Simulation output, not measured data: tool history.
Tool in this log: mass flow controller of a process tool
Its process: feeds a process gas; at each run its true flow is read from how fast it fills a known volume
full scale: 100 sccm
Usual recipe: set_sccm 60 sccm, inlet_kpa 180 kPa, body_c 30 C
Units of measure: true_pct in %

run	hour	set_sccm	inlet_kpa	body_c	true_pct
1	0.0	60	180	30	99.91
2	311.8	60	180	30	99.91
3	522.0	52	180	30	99.79
4	865.2	52	180	30	99.60
5	1207.0	52	180	30	99.46
6	1394.3	52	180	30	99.55
7	1807.9	52	180	30	99.47
8	2189.7	52	180	30	99.48
9	2576.0	52	180	30	99.24
10	2941.8	52	180	30	99.08
11	3262.9	52	180	30	98.94
12	3495.4	52	180	30	98.95
13	3665.7	52	180	30	99.01
14	4047.3	52	180	30	98.88
# hour 4261.0: controller exchanged for a calibrated one
15	4458.0	60	238	21	98.15
16	4631.6	60	180	24	98.13
17	4839.9	65	154	35	99.57
18	5117.9	65	154	35	99.32
19	5466.7	75	150	33	99.20
20	5717.5	75	150	33	99.33
21	5958.2	86	247	20	97.93
22	6229.2	14	236	20	96.94
23	6642.4	30	161	30	98.02
24	6952.6	23	250	36	98.77
25	7215.0	22	254	22	97.16
26	7449.6	55	236	22	97.57

Results per run with the tool's hidden condition removed, run-to-run variation unchanged:
The tool's hidden condition here consists of: flow at rest that the sensor doesn't see, % of full scale; true flow over the shown one, %; drift of the gauge itself on true_pct, %.
run	true_pct
1	99.93
2	100.00
3	99.93
4	99.81
5	99.75
6	99.88
7	99.90
8	100.00
9	99.85
10	99.77
11	99.70
12	99.76
13	99.86
14	99.82
15	99.11
16	99.14
17	100.63
18	100.46
19	100.41
20	100.60
21	99.24
22	98.26
23	99.47
24	100.30
25	98.72
26	99.21
